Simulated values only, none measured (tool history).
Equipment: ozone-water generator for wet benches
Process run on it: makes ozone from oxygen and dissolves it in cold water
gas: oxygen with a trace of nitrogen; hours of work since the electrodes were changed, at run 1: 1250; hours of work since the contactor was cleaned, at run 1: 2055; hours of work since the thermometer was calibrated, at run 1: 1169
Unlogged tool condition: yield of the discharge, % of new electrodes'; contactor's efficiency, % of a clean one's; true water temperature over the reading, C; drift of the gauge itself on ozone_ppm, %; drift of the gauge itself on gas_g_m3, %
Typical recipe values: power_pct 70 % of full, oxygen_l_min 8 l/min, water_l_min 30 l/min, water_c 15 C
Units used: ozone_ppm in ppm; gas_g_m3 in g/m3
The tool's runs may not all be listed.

run   hour  power_pct  oxygen_l_min  water_l_min  water_c  hours of work since the electrodes were changed  hours of work since the contactor was cleaned  hours of work since the thermometer was calibrated  ozone_ppm  gas_g_m3
  1      0         70             8           30       15                                             1250                                           2055                                                1169         25     200.8
  2   46.4         70             8           30       15                                             1281                                           2086                                                1200       24.8     197.1
  3  104.6         70             8           30       15                                             1320                                           2125                                                1239       24.8     199.8
  4  143.4         70             8           38       15                                             1346                                           2151                                                1265       21.3     201.2
  5  173.3         70             8           38       15                                             1366                                           2171                                                1285       20.9     198.9
  6  200.7         70             8           30       15                                             1385                                           2189                                                1304         25     198.1
  7  241.8         70             8           30       15                                             1412                                           2217                                                1331       25.1     198.5
  8  297.1         70             8           30       15                                             1449                                           2254                                                1368       25.1     198.4
  9  353.4         70          5.61           23       14                                             1487                                           2291                                                1406       28.7     227.1
 10  409.2         70          8.58           31       14                                             1524                                           2329                                                1443       25.1     193.6
 11  437.2         49          8.66           30       14                                             1543                                           2347                                                1462       19.9     148.4
 12    504         49          8.66           30       14                                             1588                                           2392                                                1507       19.8     148.3
 13  558.1         70         13.93           36       15                                             1624                                           2428                                                1543       24.4       161
 14  617.9         70         13.93           36       15                                             1664                                           2468                                                1583       24.2     160.6

Measured minus without-hidden-state, run by run (identical run-to-run variation in each term; gauge scatter may differ):
run  ozone_ppm  gas_g_m3
  1       -1.2      -7.1
  2       -1.1      -7.3
  3       -1.2      -7.6
  4         -1      -7.8
  5       -1.1      -7.9
  6       -1.3        -8
  7       -1.3      -8.2
  8       -1.4      -8.5
  9       -1.6       -10
 10       -1.4      -8.7
 11       -0.9        -5
 12       -0.9      -5.3
 13       -1.5        -8
 14       -1.6      -8.1

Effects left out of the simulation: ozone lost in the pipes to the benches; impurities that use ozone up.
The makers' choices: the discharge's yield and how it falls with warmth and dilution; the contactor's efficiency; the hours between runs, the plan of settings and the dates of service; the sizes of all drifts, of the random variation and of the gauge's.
